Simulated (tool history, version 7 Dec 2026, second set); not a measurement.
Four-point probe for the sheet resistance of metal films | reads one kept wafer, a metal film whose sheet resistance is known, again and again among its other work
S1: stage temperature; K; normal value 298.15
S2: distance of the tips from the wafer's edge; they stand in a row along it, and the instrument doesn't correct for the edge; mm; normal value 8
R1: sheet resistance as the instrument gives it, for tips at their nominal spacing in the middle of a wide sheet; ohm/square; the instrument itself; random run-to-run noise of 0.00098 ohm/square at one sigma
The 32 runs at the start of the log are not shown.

| run | hour | S1 | S2 | R1 |
|---|---|---|---|---|
| 33 | 925.0 | 297.15 | 35 | 4.871987 |
| 34 | 952.4 | 300.15 | 4 | 5.024376 |
| 35 | 986.7 | 292.15 | 24 | 4.880207 |
|  | 995.8 | stage's thermometer calibrated |
| 36 | 1020.7 | 304.15 | 31 | 4.867684 |
| 37 | 1060.1 | 304.15 | 31 | 4.865314 |
| 38 | 1098.6 | 296.15 | 8 | 4.911391 |
| 39 | 1123.5 | 296.15 | 8 | 4.913020 |
| 40 | 1145.8 | 295.15 | 27 | 4.874810 |
| 41 | 1185.2 | 294.15 | 18 | 4.880978 |
| 42 | 1207.5 | 294.15 | 18 | 4.879992 |
| 43 | 1243.2 | 300.15 | 18 | 4.874280 |
| 44 | 1264.9 | 295.15 | 41 | 4.872853 |
| 45 | 1283.8 | 292.15 | 26 | 4.878453 |

Consider 4 possible next runs. They are alternatives, not a sequence: every one starts from the tool as it was left by run 45. What does each give?
| A | 1322.4 | 298.15 | 6 | ? |
| B | 1322.4 | 298.15 | 5 | ? |
| C | 1322.4 | 298.15 | 12 | ? |
| D | 1322.4 | 292.15 | 20 | ? |

| run | R1 |
|---|---|
| A | 4.940535 |
| B | 4.971133 |
| C | 4.886322 |
| D | 4.881001 |
Without the tool's unlogged condition, the same runs would have read:
| run | R1 |
|---|---|
| A | 4.939911 |
| B | 4.970504 |
| C | 4.885703 |
| D | 4.880383 |
